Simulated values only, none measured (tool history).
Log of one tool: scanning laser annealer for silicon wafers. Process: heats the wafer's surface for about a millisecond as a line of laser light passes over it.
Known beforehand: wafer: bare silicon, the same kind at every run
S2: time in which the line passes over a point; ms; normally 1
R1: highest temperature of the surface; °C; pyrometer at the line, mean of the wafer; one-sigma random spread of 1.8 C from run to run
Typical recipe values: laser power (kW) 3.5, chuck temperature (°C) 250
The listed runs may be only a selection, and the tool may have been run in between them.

run 1 hour=0 | laser_power_(kW)=3.5 S2=1 chuck_temperature_(°C)=250 | R1=961
run 2 hour=70.3 | laser_power_(kW)=3.624 S2=1 chuck_temperature_(°C)=250 | R1=997
run 3 hour=127.4 | laser_power_(kW)=3.291 S2=1 chuck_temperature_(°C)=250 | R1=907
run 4 hour=210.4 | laser_power_(kW)=3.5 S2=1 chuck_temperature_(°C)=250 | R1=963
run 5 hour=283 | laser_power_(kW)=3.5 S2=1 chuck_temperature_(°C)=250 | R1=964
run 6 hour=356.6 | laser_power_(kW)=3.441 S2=1 chuck_temperature_(°C)=250 | R1=943
run 7 hour=405.4 | laser_power_(kW)=3.5 S2=1 chuck_temperature_(°C)=250 | R1=960
run 8 hour=452.2 | laser_power_(kW)=3.5 S2=1 chuck_temperature_(°C)=250 | R1=963
run 9 hour=496.1 | laser_power_(kW)=3.5 S2=1 chuck_temperature_(°C)=250 | R1=961
run 10 hour=574.9 | laser_power_(kW)=3.5 S2=0.84 chuck_temperature_(°C)=250 | R1=897
run 11 hour=663 | laser_power_(kW)=3.5 S2=0.84 chuck_temperature_(°C)=250 | R1=897
run 12 hour=727.8 | laser_power_(kW)=3.5 S2=1.08 chuck_temperature_(°C)=250 | R1=996
run 13 hour=794.2 | laser_power_(kW)=3.5 S2=1.04 chuck_temperature_(°C)=250 | R1=977
run 14 hour=881 | laser_power_(kW)=3.067 S2=1 chuck_temperature_(°C)=250 | R1=849
-- hour=924.5 optics aligned, line set to its width
run 15 hour=944.8 | laser_power_(kW)=3.067 S2=1 chuck_temperature_(°C)=250 | R1=848
run 16 hour=1029.5 | laser_power_(kW)=3.067 S2=1 chuck_temperature_(°C)=250 | R1=850
run 17 hour=1085.3 | laser_power_(kW)=3.067 S2=0.83 chuck_temperature_(°C)=250 | R1=790
run 18 hour=1164.9 | laser_power_(kW)=3.067 S2=0.83 chuck_temperature_(°C)=250 | R1=790
-- hour=1184.3 window over the wafer cleaned
run 19 hour=1230.3 | laser_power_(kW)=3.067 S2=0.83 chuck_temperature_(°C)=250 | R1=788
run 20 hour=1301 | laser_power_(kW)=3.067 S2=0.83 chuck_temperature_(°C)=250 | R1=789
run 21 hour=1343.5 | laser_power_(kW)=3.5 S2=1.1 chuck_temperature_(°C)=250 | R1=1004
run 22 hour=1414.5 | laser_power_(kW)=3.22 S2=1.1 chuck_temperature_(°C)=250 | R1=923
run 23 hour=1485.9 | laser_power_(kW)=3.445 S2=0.95 chuck_temperature_(°C)=264 | R1=942
run 24 hour=1527.1 | laser_power_(kW)=3.84 S2=1.25 chuck_temperature_(°C)=214 | R1=1123
run 25 hour=1566 | laser_power_(kW)=3.84 S2=1.08 chuck_temperature_(°C)=258 | R1=1101
run 26 hour=1619.7 | laser_power_(kW)=3.72 S2=1.12 chuck_temperature_(°C)=258 | R1=1083
run 27 hour=1704.1 | laser_power_(kW)=3.72 S2=1.12 chuck_temperature_(°C)=258 | R1=1080
run 28 hour=1768.2 | laser_power_(kW)=3.5 S2=0.86 chuck_temperature_(°C)=241 | R1=896
run 29 hour=1806 | laser_power_(kW)=3.196 S2=1 chuck_temperature_(°C)=212 | R1=845
run 30 hour=1883.6 | laser_power_(kW)=3.847 S2=1 chuck_temperature_(°C)=282 | R1=1091
run 31 hour=1958.3 | laser_power_(kW)=3.847 S2=1 chuck_temperature_(°C)=282 | R1=1089
run 32 hour=2003.3 | laser_power_(kW)=3.447 S2=1.22 chuck_temperature_(°C)=282 | R1=1062
run 33 hour=2057.2 | laser_power_(kW)=3.681 S2=0.74 chuck_temperature_(°C)=253 | R1=895
run 34 hour=2111.4 | laser_power_(kW)=3.818 S2=0.76 chuck_temperature_(°C)=270 | R1=959
run 35 hour=2174.7 | laser_power_(kW)=2.996 S2=0.98 chuck_temperature_(°C)=267 | R1=840
run 36 hour=2259.6 | laser_power_(kW)=3.466 S2=1.03 chuck_temperature_(°C)=285 | R1=1000

Each row is a separate what-if for the run after 36, all from the same tool condition, not one after another. Results?
run A hour=2319.9 | laser_power_(kW)=3.342 S2=0.78 chuck_temperature_(°C)=287 | R1=?
run B hour=2319.9 | laser_power_(kW)=3.5 S2=1.18 chuck_temperature_(°C)=250 | R1=?
run C hour=2319.9 | laser_power_(kW)=2.981 S2=1.09 chuck_temperature_(°C)=285 | R1=?
run D hour=2319.9 | laser_power_(kW)=3.054 S2=1 chuck_temperature_(°C)=243 | R1=?

run=A R1=873
run=B R1=1028
run=C R1=890
run=D R1=839
Had the tool no hidden state, the same runs would have come out as:
run=A R1=874
run=B R1=1028
run=C R1=890
run=D R1=840
